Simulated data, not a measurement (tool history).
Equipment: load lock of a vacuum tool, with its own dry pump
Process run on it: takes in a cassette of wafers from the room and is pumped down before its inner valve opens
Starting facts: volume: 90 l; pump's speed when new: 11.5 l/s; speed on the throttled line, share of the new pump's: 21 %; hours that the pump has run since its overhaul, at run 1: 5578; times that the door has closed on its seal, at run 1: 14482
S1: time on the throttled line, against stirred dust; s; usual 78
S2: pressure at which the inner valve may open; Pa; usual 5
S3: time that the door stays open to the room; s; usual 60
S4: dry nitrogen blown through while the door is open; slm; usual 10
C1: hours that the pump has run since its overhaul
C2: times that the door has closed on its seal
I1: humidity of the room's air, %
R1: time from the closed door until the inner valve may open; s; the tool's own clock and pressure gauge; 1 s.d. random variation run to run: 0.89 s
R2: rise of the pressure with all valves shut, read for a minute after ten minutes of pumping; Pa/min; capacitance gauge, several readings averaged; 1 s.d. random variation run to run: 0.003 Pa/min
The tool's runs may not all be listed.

Run 1, hour 0.0: usual settings; C1 5578; C2 14482; I1 44.1. Result: R1 149.2 s, R2 0.282 Pa/min.
Run 2, hour 395.4: usual settings; C1 5974; C2 16272; I1 47.2. Result: R1 150.6 s, R2 0.354 Pa/min.
Run 3, hour 728.6: usual settings but S2 10 Pa; C1 6307; C2 17780; I1 44.5. Result: R1 144.0 s, R2 0.425 Pa/min.
Run 4, hour 986.2: usual settings; C1 6564; C2 18947; I1 47.5. Result: R1 150.8 s, R2 0.481 Pa/min.
Run 5, hour 1418.4: usual settings; C1 6997; C2 20903; I1 43.9. Result: R1 151.4 s, R2 0.585 Pa/min.
At hour 1449.7: door's seal changed, seat wiped.
Run 6, hour 1667.6: usual settings; C1 7244; C2 987; I1 43.9. Result: R1 153.8 s, R2 0.022 Pa/min.
Run 7, hour 1962.8: usual settings but S4 15 slm; C1 7540; C2 2323; I1 45.8. Result: R1 152.4 s, R2 0.039 Pa/min.
Run 8, hour 2180.6: usual settings but S4 15 slm; C1 7757; C2 3309; I1 43.7. Result: R1 154.0 s, R2 0.052 Pa/min.
Run 9, hour 2423.9: usual settings but S1 116 s; C1 8001; C2 4410; I1 46.4. Result: R1 184.0 s, R2 0.078 Pa/min.
Run 10, hour 2708.1: usual settings but S1 50 s; C1 8285; C2 5697; I1 42.4. Result: R1 133.5 s, R2 0.094 Pa/min.
Run 11, hour 3139.9: usual settings but S1 95 s; C1 8717; C2 7652; I1 48.2. Result: R1 167.4 s, R2 0.143 Pa/min.
Run 12, hour 3453.6: usual settings but S1 95 s; C1 9030; C2 9072; I1 42.7. Result: R1 168.7 s, R2 0.180 Pa/min.
Run 13, hour 3717.2: usual settings but S1 95 s; C1 9294; C2 10265; I1 44.3. Result: R1 168.9 s, R2 0.215 Pa/min.
Run 14, hour 3896.6: usual settings but S1 95 s; C1 9473; C2 11078; I1 45.6. Result: R1 167.3 s, R2 0.240 Pa/min.
Run 15, hour 4216.9: usual settings but S1 95 s; C1 9794; C2 12528; I1 45.9. Result: R1 169.6 s, R2 0.297 Pa/min.
Run 16, hour 4414.6: usual settings but S1 95 s, S4 9 slm; C1 9991; C2 13423; I1 43.2. Result: R1 170.6 s, R2 0.326 Pa/min.
Run 17, hour 4798.5: usual settings but S1 95 s, S4 9 slm; C1 10375; C2 15161; I1 45.4. Result: R1 172.0 s, R2 0.378 Pa/min.
Run 18, hour 5164.9: usual settings but S1 95 s, S4 9 slm; C1 10742; C2 16819; I1 38.2. Result: R1 172.3 s, R2 0.446 Pa/min.
Run 19, hour 5430.0: usual settings but S1 87 s, S2 9 Pa, S4 35 slm; C1 11007; C2 18020; I1 44.7. Result: R1 160.1 s, R2 0.475 Pa/min.
At hour 5476.4: dry pump taken out, an overhauled one fitted.
Run 20, hour 5625.1: usual settings but S1 79 s, S2 10 Pa, S4 35 slm; C1 149; C2 18876; I1 48.7. Result: R1 134.8 s, R2 0.527 Pa/min.
Run 21, hour 6056.7: usual settings but S1 57 s, S2 7 Pa, S4 4 slm; C1 580; C2 20830; I1 46.9. Result: R1 120.6 s, R2 0.636 Pa/min.
At hour 6119.7: door's seal changed, seat wiped.
Run 22, hour 6328.8: usual settings but S1 57 s, S2 6 Pa, S3 109 s, S4 4 slm; C1 851; C2 947; I1 48.6. Result: R1 123.3 s, R2 0.042 Pa/min.
Run 23, hour 6661.7: usual settings but S1 57 s, S2 9 Pa, S3 109 s, S4 14 slm; C1 1184; C2 2454; I1 45.6. Result: R1 120.7 s, R2 0.047 Pa/min.
Run 24, hour 6923.7: usual settings but S1 57 s, S2 9 Pa, S3 109 s, S4 14 slm; C1 1446; C2 3640; I1 43.1. Result: R1 120.1 s, R2 0.067 Pa/min.
Run 25, hour 7243.7: usual settings but S1 57 s, S2 9 Pa, S3 109 s, S4 14 slm; C1 1766; C2 5089; I1 45.4. Result: R1 121.9 s, R2 0.087 Pa/min.
Run 26, hour 7517.2: usual settings but S1 50 s, S2 6 Pa, S3 90 s, S4 31 slm; C1 2039; C2 6327; I1 46.8. Result: R1 120.2 s, R2 0.107 Pa/min.
Run 27, hour 7748.4: usual settings but S2 9 Pa; C1 2270; C2 7373; I1 47.9. Result: R1 137.9 s, R2 0.138 Pa/min.
Run 28, hour 8134.4: usual settings but S3 38 s; C1 2656; C2 9121; I1 46.4. Result: R1 143.0 s, R2 0.170 Pa/min.
Run 29, hour 8537.8: usual settings but S1 86 s; C1 3060; C2 10947; I1 45.0. Result: R1 149.4 s, R2 0.223 Pa/min.
Run 30, hour 8851.3: usual settings but S1 86 s, S2 4 Pa, S3 88 s; C1 3373; C2 12367; I1 48.2. Result: R1 155.2 s, R2 0.273 Pa/min.
Run 31, hour 9125.8: usual settings but S1 63 s, S2 8 Pa, S4 22 slm; C1 3648; C2 13609; I1 45.8. Result: R1 132.1 s, R2 0.298 Pa/min.
Run 32, hour 9461.0: usual settings but S1 123 s; C1 3983; C2 15127; I1 45.4. Result: R1 182.1 s, R2 0.366 Pa/min.
Run 33, hour 9759.5: usual settings but S1 61 s, S2 8 Pa, S3 129 s, S4 35 slm; C1 4282; C2 16478; I1 43.3. Result: R1 128.9 s, R2 0.402 Pa/min.
Run 34, hour 10119.3: usual settings but S1 61 s, S2 8 Pa, S3 129 s, S4 35 slm; C1 4641; C2 18107; I1 43.9. Result: R1 129.7 s, R2 0.480 Pa/min.
Run 35, hour 10304.7: usual settings but S1 115 s, S2 6 Pa, S3 159 s, S4 41 slm; C1 4827; C2 18947; I1 48.6. Result: R1 174.4 s, R2 0.523 Pa/min.
Run 36, hour 10551.2: usual settings but S1 106 s, S3 50 s, S4 7 slm; C1 5073; C2 20062; I1 44.4. Result: R1 170.3 s, R2 0.580 Pa/min.

Some steps in R1 between neighbouring runs. How much of each would the tool show without its hidden state too (settings, what came in, random variation), and how much is left for the hidden state, with any gauge scatter that isn't in both results?
Hidden state present: pump's speed, % of a new pump's; leak at the door's seal, Pa l/s; drift of the gauge itself on ready_s, %; drift of the gauge itself on rise_pa_min, %.
Run 3 -> 4: S2 10 -> 5. R1 +6.8 s: hidden state +1.5, all else +5.3.
Run 9 -> 10: S1 116 -> 50. R1 -50.5 s: hidden state +3.5, all else -54.0.
Run 19 -> 20: S1 87 -> 79, S2 9 -> 10, dry pump taken out, an overhauled one fitted. R1 -25.3 s: hidden state -17.5, all else -7.8.
Run 31 -> 32: S1 63 -> 123, S2 8 -> 5, S4 22 -> 10. R1 +50.0 s: hidden state -0.2, all else +50.2.
Run 32 -> 33: S1 123 -> 61, S2 5 -> 8, S3 60 -> 129, S4 10 -> 35. R1 -53.2 s: hidden state +1.2, all else -54.4.
